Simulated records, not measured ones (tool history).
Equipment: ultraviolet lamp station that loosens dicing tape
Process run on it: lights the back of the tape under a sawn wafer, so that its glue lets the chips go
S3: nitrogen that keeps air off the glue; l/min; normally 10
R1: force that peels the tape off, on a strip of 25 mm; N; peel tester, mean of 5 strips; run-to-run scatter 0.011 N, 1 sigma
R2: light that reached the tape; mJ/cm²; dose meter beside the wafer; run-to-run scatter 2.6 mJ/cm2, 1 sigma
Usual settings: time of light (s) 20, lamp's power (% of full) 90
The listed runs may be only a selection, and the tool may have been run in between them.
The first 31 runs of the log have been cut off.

Run 32, day 27.133: usual settings but time of light (s) 12, lamp's power (% of full) 86, S3 6 l/min. Result: R1 1.877 N, R2 190 mJ/cm².
Run 33, day 28.354: usual settings but time of light (s) 28, lamp's power (% of full) 81, S3 8 l/min. Result: R1 0.305 N, R2 407 mJ/cm².
Run 34, day 29.250: usual settings but time of light (s) 28, lamp's power (% of full) 81, S3 8 l/min. Result: R1 0.296 N, R2 406 mJ/cm².
Run 35, day 29.804: usual settings but lamp's power (% of full) 67, S3 6 l/min. Result: R1 1.299 N, R2 240 mJ/cm².
Run 36, day 30.733: usual settings but lamp's power (% of full) 88, S3 19 l/min. Result: R1 0.402 N, R2 320 mJ/cm².
Run 37, day 31.708: usual settings but time of light (s) 29, lamp's power (% of full) 84, S3 19 l/min. Result: R1 0.154 N, R2 437 mJ/cm².
Run 38, day 32.762: usual settings but time of light (s) 13, lamp's power (% of full) 84, S3 19 l/min. Result: R1 1.224 N, R2 199 mJ/cm².
At day 32.962: window cleaned of glue's vapour.
Run 39, day 33.492: usual settings but time of light (s) 26, lamp's power (% of full) 62, S3 19 l/min. Result: R1 0.513 N, R2 295 mJ/cm².
Run 40, day 34.188: usual settings but time of light (s) 26, lamp's power (% of full) 62, S3 19 l/min. Result: R1 0.502 N, R2 290 mJ/cm².
Run 41, day 34.975: usual settings but time of light (s) 37, lamp's power (% of full) 67, S3 4 l/min. Result: R1 0.385 N, R2 446 mJ/cm².
Run 42, day 36.025: usual settings but time of light (s) 10, lamp's power (% of full) 70, S3 7 l/min. Result: R1 2.967 N, R2 128 mJ/cm².

4 options for the next run, each taken on its own from the tool as it stands now. Forecast them:
Run A, day 37.142: usual settings but time of light (s) 34, lamp's power (% of full) 64, S3 4 l/min. Result: R1 ?, R2 ?.
Run B, day 37.142: usual settings but time of light (s) 10, lamp's power (% of full) 70, S3 16 l/min. Result: R1 ?, R2 ?.
Run C, day 37.142: usual settings but time of light (s) 16, lamp's power (% of full) 66, S3 5 l/min. Result: R1 ?, R2 ?.
Run D, day 37.142: usual settings but time of light (s) 25, S3 19 l/min. Result: R1 ?, R2 ?.

run     R1   R2
  A  0.542  388
  B  2.516  128
  C  2.047  188
  D  0.183  401
With the hidden condition removed and each run's random variation left untouched, the same runs would have given:
run     R1   R2
  A  0.538  389
  B  2.507  129
  C  2.039  189
  D  0.182  402
